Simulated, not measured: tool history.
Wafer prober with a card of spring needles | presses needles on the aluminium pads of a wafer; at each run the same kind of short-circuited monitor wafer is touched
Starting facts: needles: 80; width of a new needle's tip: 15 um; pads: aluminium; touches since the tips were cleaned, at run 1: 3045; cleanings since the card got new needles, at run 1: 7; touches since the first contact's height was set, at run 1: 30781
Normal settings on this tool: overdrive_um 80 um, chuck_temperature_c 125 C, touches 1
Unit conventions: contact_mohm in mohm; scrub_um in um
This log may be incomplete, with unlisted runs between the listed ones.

run   hour  overdrive_um  chuck_temperature_c  touches  touches since the tips were cleaned  cleanings since the card got new needles  touches since the first contact's height was set  contact_mohm  scrub_um
  1      0            80                  125        1                                 3045                                         7                                             30781           179      17.9
       1.5  -- tips cleaned on abrasive film
  2    5.8            80                  125        1                                 1872                                         8                                             33240           181     17.93
      10.6  -- tips cleaned on abrasive film
  3   12.3            80                  125        1                                  738                                         9                                             36000           180      17.9
  4   16.6            80                  125        1                                 2628                                         9                                             37890           181     18.07
      19.4  -- tips cleaned on abrasive film
  5   20.5            80                   55        1                                  498                                        10                                             39527           169     18.17
      28.3  -- tips cleaned on abrasive film
  6   28.7            80                   55        1                                  177                                        11                                             43027           168        18
  7   33.5            80                   55        1                                 2246                                        11                                             45096           171     18.06
        37  -- tips cleaned on abrasive film
  8   38.4            80                   55        1                                  599                                        12                                             47152           172     17.95
  9     45            80                   29        1                                 3487                                        12                                             50040           165     17.77
      45.7  -- tips cleaned on abrasive film
 10   51.4            80                   29        1                                 2463                                        13                                             52722           166     17.71
      54.2  -- tips cleaned on abrasive film
 11   57.3            80                  125        2                                 1355                                        14                                             55261           179     18.01
      62.7  -- tips cleaned on abrasive film
 12   66.3            80                  125        2                                 1533                                        15                                             59094           186     18.02
      71.2  -- tips cleaned on abrasive film
 13   74.7            80                  125        1                                 1501                                        16                                             62674           181      17.9
      80.2  -- tips cleaned on abrasive film
 14   81.5            80                  125        1                                  530                                        17                                             65571           182     17.86
 15   88.3            85                   85        3                                 3462                                        17                                             68503           174     19.16
      89.1  -- tips cleaned on abrasive film
 16   96.4            73                   66        2                                 3163                                        18                                             71996           171     16.56
      97.9  -- tips cleaned on abrasive film
 17    101            82                  125        2                                 1327                                        19                                             73913           182     18.22
     106.5  -- tips cleaned on abrasive film
 18  109.9            94                   79        1                                 1434                                        20                                             77715           173     21.46
       115  -- tips cleaned on abrasive film
 19  118.3            75                   33        1                                 1405                                        21                                             81310           162     16.85
     123.7  -- tips cleaned on abrasive film
 20  124.5            75                   33        2                                  353                                        22                                             83951           166     16.94
     132.2  -- tips cleaned on abrasive film
 21  132.6            81                   36        1                                  174                                        23                                             87398           166     18.33
 22  138.5            81                   36        1                                 2759                                        23                                             89983           166     18.16
     140.7  -- tips cleaned on abrasive film
 23    146            72                  106        2                                 2276                                        24                                             93148           179     16.24
     149.3  -- tips cleaned on abrasive film
 24  154.5            72                  106        2                                 2244                                        25                                             96809           181     16.36
     157.9  -- tips cleaned on abrasive film
 25  162.4            86                   62        3                                 1931                                        26                                            100148           169     19.28
     166.8  -- tips cleaned on abrasive film
 26  167.1            80                   82        1                                  134                                        27                                            102154           175     17.62
 27    173            80                   53        2                                 2709                                        27                                            104729           170        18

Describe how what the log doesn't record of the tool's condition differs between the last listed run preceding each entry between runs and the first listed run following it.
Runs 1 to 2: tips cleaned on abrasive film (hour 1.5)
  debris on the tips, nm: 1.2 -> 0.9; way that the needles fall short of the set height, um: 0.01 -> 0.02
Runs 2 to 3: tips cleaned on abrasive film (hour 10.6)
  debris on the tips, nm: 0.9 -> 0.5
Runs 4 to 5: tips cleaned on abrasive film (hour 19.4)
  debris on the tips, nm: 1.2 -> 0.4
Runs 5 to 6: tips cleaned on abrasive film (hour 28.3)
  debris on the tips, nm: 0.4 -> 0.2
Runs 7 to 8: tips cleaned on abrasive film (hour 37)
  debris on the tips, nm: 1.1 -> 0.4
Runs 9 to 10: tips cleaned on abrasive film (hour 45.7)
  debris on the tips, nm: 1.3 -> 1.2; way that the needles fall short of the set height, um: 0.02 -> 0.03
Runs 10 to 11: tips cleaned on abrasive film (hour 54.2)
  debris on the tips, nm: 1.2 -> 0.8
Runs 11 to 12: tips cleaned on abrasive film (hour 62.7)
  debris on the tips, nm: 0.8 -> 0.9
Runs 12 to 13: tips cleaned on abrasive film (hour 71.2)
  debris on the tips, nm: 0.9 -> 0.8
Runs 13 to 14: tips cleaned on abrasive film (hour 80.2)
  debris on the tips, nm: 0.8 -> 0.5
Runs 15 to 16: tips cleaned on abrasive film (hour 89.1)
  way that the needles fall short of the set height, um: 0.03 -> 0.04
Runs 16 to 17: tips cleaned on abrasive film (hour 97.9)
  debris on the tips, nm: 1.3 -> 0.8
Runs 17 to 18: tips cleaned on abrasive film (hour 106.5)
  both runs share identical hidden conditions
Runs 18 to 19: tips cleaned on abrasive film (hour 115)
  debris on the tips, nm: 0.8 -> 0.9
Runs 19 to 20: tips cleaned on abrasive film (hour 123.7)
  debris on the tips, nm: 0.9 -> 0.3; tips' diameter, um: 15.01 -> 15.02
Runs 20 to 21: tips cleaned on abrasive film (hour 132.2)
  debris on the tips, nm: 0.3 -> 0.2; way that the needles fall short of the set height, um: 0.04 -> 0.05
Runs 22 to 23: tips cleaned on abrasive film (hour 140.7)
  debris on the tips, nm: 1.2 -> 1.1
Runs 23 to 24: tips cleaned on abrasive film (hour 149.3)
  both runs share identical hidden conditions
Runs 24 to 25: tips cleaned on abrasive film (hour 157.9)
  debris on the tips, nm: 1.1 -> 1
Runs 25 to 26: tips cleaned on abrasive film (hour 166.8)
  debris on the tips, nm: 1 -> 0.2; way that the needles fall short of the set height, um: 0.05 -> 0.06

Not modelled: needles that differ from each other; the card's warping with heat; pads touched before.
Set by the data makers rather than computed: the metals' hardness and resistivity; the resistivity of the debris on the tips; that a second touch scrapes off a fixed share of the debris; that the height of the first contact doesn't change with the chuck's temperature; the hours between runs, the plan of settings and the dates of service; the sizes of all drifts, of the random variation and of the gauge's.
